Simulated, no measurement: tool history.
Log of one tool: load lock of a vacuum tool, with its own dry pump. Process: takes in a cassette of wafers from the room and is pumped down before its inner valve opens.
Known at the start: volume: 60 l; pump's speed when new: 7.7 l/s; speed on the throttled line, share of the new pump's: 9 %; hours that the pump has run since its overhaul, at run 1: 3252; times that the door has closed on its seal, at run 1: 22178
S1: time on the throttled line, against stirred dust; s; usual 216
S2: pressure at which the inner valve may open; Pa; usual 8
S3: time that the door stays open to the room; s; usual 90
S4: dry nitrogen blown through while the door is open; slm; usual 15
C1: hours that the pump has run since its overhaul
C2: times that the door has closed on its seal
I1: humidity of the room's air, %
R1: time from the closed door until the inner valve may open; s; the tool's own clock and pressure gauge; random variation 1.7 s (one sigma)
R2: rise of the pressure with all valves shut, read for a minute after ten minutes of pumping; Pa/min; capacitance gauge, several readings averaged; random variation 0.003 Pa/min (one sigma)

run 1 hour=0 | S1=216 S2=8 S3=90 S4=15 | C1=3252 C2=22178 | I1=44.3 | R1=272.5 R2=0.275
run 2 hour=45.6 | S1=216 S2=8 S3=90 S4=15 | C1=3298 C2=22312 | I1=46.6 | R1=273.7 R2=0.28
run 3 hour=104.2 | S1=216 S2=8 S3=90 S4=15 | C1=3356 C2=22484 | I1=43.6 | R1=272.8 R2=0.271
run 4 hour=193.9 | S1=216 S2=8 S3=90 S4=15 | C1=3446 C2=22748 | I1=43.8 | R1=274.1 R2=0.283
run 5 hour=243.5 | S1=216 S2=8 S3=90 S4=15 | C1=3496 C2=22894 | I1=46.1 | R1=273.3 R2=0.286
run 6 hour=324.8 | S1=216 S2=8 S3=32 S4=8 | C1=3577 C2=23133 | I1=45.4 | R1=274 R2=0.291
run 7 hour=419.3 | S1=216 S2=8 S3=32 S4=8 | C1=3671 C2=23411 | I1=44.6 | R1=271.7 R2=0.297
run 8 hour=471.8 | S1=216 S2=8 S3=32 S4=8 | C1=3724 C2=23565 | I1=47.5 | R1=274.8 R2=0.3
run 9 hour=569.8 | S1=216 S2=8 S3=32 S4=17 | C1=3822 C2=23854 | I1=44.2 | R1=274.3 R2=0.299
run 10 hour=622.5 | S1=115 S2=7 S3=82 S4=5 | C1=3875 C2=24008 | I1=42.1 | R1=181 R2=0.308

Forecast each of these 3 alternatives for the next run:
run A hour=693.6 | S1=176 S2=7 S3=30 S4=5 | C1=3946 C2=24218 | I1=46.4 | R1=? R2=?
run B hour=693.6 | S1=215 S2=14 S3=90 S4=9 | C1=3946 C2=24218 | I1=43.3 | R1=? R2=?
run C hour=693.6 | S1=319 S2=7 S3=82 S4=5 | C1=3946 C2=24218 | I1=46.1 | R1=? R2=?

run=A R1=237.7 R2=0.314
run=B R1=269.7 R2=0.315
run=C R1=371.3 R2=0.325
Without the tool's hidden state the same runs would have given:
run=A R1=235.9 R2=0.026
run=B R1=268.3 R2=0.026
run=C R1=369.9 R2=0.036
